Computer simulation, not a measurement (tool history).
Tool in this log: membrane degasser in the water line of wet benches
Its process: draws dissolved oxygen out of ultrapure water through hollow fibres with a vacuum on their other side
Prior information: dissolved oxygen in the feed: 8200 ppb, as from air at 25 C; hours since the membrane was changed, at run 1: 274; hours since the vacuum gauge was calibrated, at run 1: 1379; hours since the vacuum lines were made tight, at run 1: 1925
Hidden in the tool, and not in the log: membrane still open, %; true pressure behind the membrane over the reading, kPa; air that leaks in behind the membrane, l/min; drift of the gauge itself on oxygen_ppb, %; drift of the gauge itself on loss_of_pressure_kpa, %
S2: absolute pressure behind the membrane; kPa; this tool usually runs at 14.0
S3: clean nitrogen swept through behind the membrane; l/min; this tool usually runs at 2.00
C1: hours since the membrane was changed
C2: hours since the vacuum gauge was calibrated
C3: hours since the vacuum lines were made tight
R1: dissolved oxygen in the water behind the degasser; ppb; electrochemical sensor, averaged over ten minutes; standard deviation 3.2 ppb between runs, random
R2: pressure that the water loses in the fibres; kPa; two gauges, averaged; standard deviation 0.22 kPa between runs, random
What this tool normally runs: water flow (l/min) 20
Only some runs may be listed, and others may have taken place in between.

{"run": 1, "day": 0.0, "water flow (l/min)": 20, "S2": 14.0, "S3": 2.0, "C1": 274, "C2": 1379, "C3": 1925, "R1": 313.3, "R2": 54.07}
{"run": 2, "day": 1.029, "water flow (l/min)": 20, "S2": 14.0, "S3": 2.0, "C1": 299, "C2": 1403, "C3": 1950, "R1": 306.5, "R2": 54.06}
{"run": 3, "day": 2.912, "water flow (l/min)": 20, "S2": 14.0, "S3": 2.0, "C1": 344, "C2": 1448, "C3": 1995, "R1": 320.1, "R2": 54.33}
{"run": 4, "day": 4.775, "water flow (l/min)": 20, "S2": 29.7, "S3": 2.0, "C1": 389, "C2": 1493, "C3": 2040, "R1": 634.0, "R2": 54.24}
{"run": 5, "day": 6.829, "water flow (l/min)": 20, "S2": 29.7, "S3": 2.0, "C1": 438, "C2": 1542, "C3": 2089, "R1": 650.1, "R2": 54.35}
{"run": 6, "day": 8.546, "water flow (l/min)": 20, "S2": 14.0, "S3": 2.0, "C1": 480, "C2": 1584, "C3": 2130, "R1": 316.2, "R2": 54.55}
{"run": 7, "day": 10.692, "water flow (l/min)": 20, "S2": 14.0, "S3": 2.0, "C1": 531, "C2": 1635, "C3": 2182, "R1": 313.4, "R2": 54.68}
{"run": 8, "day": 12.275, "water flow (l/min)": 17, "S2": 14.0, "S3": 2.0, "C1": 569, "C2": 1673, "C3": 2220, "R1": 267.5, "R2": 46.33}
{"run": 9, "day": 14.096, "water flow (l/min)": 17, "S2": 14.0, "S3": 2.0, "C1": 613, "C2": 1717, "C3": 2263, "R1": 264.9, "R2": 46.56}
{"run": 10, "day": 15.775, "water flow (l/min)": 17, "S2": 14.0, "S3": 2.0, "C1": 653, "C2": 1757, "C3": 2304, "R1": 269.5, "R2": 46.75}
{"run": 11, "day": 17.246, "water flow (l/min)": 32, "S2": 12.6, "S3": 5.82, "C1": 688, "C2": 1792, "C3": 2339, "R1": 266.8, "R2": 87.35}
{"run": 12, "day": 19.35, "water flow (l/min)": 13, "S2": 12.6, "S3": 1.26, "C1": 739, "C2": 1843, "C3": 2389, "R1": 257.5, "R2": 35.66}
{"run": 13, "day": 20.346, "water flow (l/min)": 24, "S2": 8.5, "S3": 1.96, "C1": 763, "C2": 1867, "C3": 2413, "R1": 240.7, "R2": 65.13}
{"run": 14, "day": 21.921, "water flow (l/min)": 20, "S2": 24.0, "S3": 3.22, "C1": 800, "C2": 1905, "C3": 2451, "R1": 372.4, "R2": 54.11}
{"run": 15, "day": 22.967, "water flow (l/min)": 14, "S2": 24.0, "S3": 1.27, "C1": 826, "C2": 1930, "C3": 2476, "R1": 538.8, "R2": 38.09}
{"run": 16, "day": 23.883, "water flow (l/min)": 14, "S2": 24.0, "S3": 1.27, "C1": 848, "C2": 1952, "C3": 2498, "R1": 539.4, "R2": 37.96}
{"run": 17, "day": 25.396, "water flow (l/min)": 14, "S2": 24.0, "S3": 1.27, "C1": 884, "C2": 1988, "C3": 2534, "R1": 545.9, "R2": 38.27}
{"run": 18, "day": 27.154, "water flow (l/min)": 20, "S2": 11.0, "S3": 2.0, "C1": 926, "C2": 2030, "C3": 2577, "R1": 246.5, "R2": 54.68}
{"run": 19, "day": 29.254, "water flow (l/min)": 22, "S2": 31.4, "S3": 1.08, "C1": 976, "C2": 2081, "C3": 2627, "R1": 1203.5, "R2": 60.97}
{"run": 20, "day": 30.525, "water flow (l/min)": 22, "S2": 31.4, "S3": 1.08, "C1": 1007, "C2": 2111, "C3": 2658, "R1": 1158.5, "R2": 59.95}

Per-run results on a tool with no hidden state, each run keeping its own random variation:
run=1 R2=54.07
run=2 R2=54.03
run=3 R2=54.25
run=4 R2=54.10
run=5 R2=54.15
run=6 R2=54.29
run=7 R2=54.36
run=8 R2=46.02
run=9 R2=46.21
run=10 R2=46.35
run=11 R2=86.54
run=12 R2=35.29
run=13 R2=64.42
run=14 R2=53.47
run=15 R2=37.62
run=16 R2=37.47
run=17 R2=37.75
run=18 R2=53.88
run=19 R2=60.02
run=20 R2=58.97
R1: at most 0.4 ppb away from the measurement, every run.

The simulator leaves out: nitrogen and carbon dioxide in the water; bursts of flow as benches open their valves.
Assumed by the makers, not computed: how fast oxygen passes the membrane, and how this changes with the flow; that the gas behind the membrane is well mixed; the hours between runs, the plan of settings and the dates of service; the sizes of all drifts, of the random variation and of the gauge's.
